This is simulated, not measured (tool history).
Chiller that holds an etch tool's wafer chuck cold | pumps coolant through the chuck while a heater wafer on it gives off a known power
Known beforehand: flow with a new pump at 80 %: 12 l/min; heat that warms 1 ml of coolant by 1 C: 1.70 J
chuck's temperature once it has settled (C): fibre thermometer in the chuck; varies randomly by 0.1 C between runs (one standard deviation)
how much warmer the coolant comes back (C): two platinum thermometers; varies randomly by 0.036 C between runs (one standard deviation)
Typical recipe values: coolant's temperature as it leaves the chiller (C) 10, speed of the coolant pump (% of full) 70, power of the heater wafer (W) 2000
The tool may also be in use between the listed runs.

run	day	coolant's temperature as it leaves the chiller (C)	speed of the coolant pump (% of full)	power of the heater wafer (W)	chuck's temperature once it has settled (C)	how much warmer the coolant comes back (C)
1	0.000	10	70	2000	30.1	6.84
2	3.538	10	70	2000	30.1	6.81
3	5.825	10	79	2000	28.5	5.95
4	7.450	10	79	2000	28.3	6.00
5	10.992	10	79	2000	28.5	5.97
6	14.738	10	79	2000	28.3	5.92
7	17.846	10	79	2000	28.3	5.83
8	20.688	10	70	2604	36.0	8.79
# day 21.192: coolant changed, channels flushed
# day 22.629: chiller's thermometer calibrated
9	24.800	10	70	1046	20.5	3.49
10	27.792	10	70	1046	20.5	3.46
11	30.992	10	75	2000	29.0	6.16
12	33.033	10	75	2000	28.9	6.23
13	36.133	10	70	2000	30.0	6.66
14	39.017	10	70	2000	30.0	6.70
15	41.550	18	70	2000	38.0	6.67
16	43.967	10	70	2000	30.0	6.64
17	45.858	6	92	2000	22.6	4.81
18	48.138	6	92	2000	22.6	4.85
19	50.975	6	92	2000	22.8	4.81
20	52.946	6	92	2000	22.5	4.84
21	54.775	7	70	1859	25.7	6.12
22	56.458	7	70	1859	25.7	6.08
23	59.304	7	70	1859	25.6	6.10
24	62.650	9	99	2471	28.8	5.37

Run 25, settings as shown, results not yet in. Your forecast:
25	65.825	4	70	2000	?	?

Run 25 produced chuck's temperature once it has settled (C) 24.0, how much warmer the coolant comes back (C) 6.50.
With no hidden state in the tool, this same run would have given chuck's temperature once it has settled (C) 24.0, how much warmer the coolant comes back (C) 6.80.
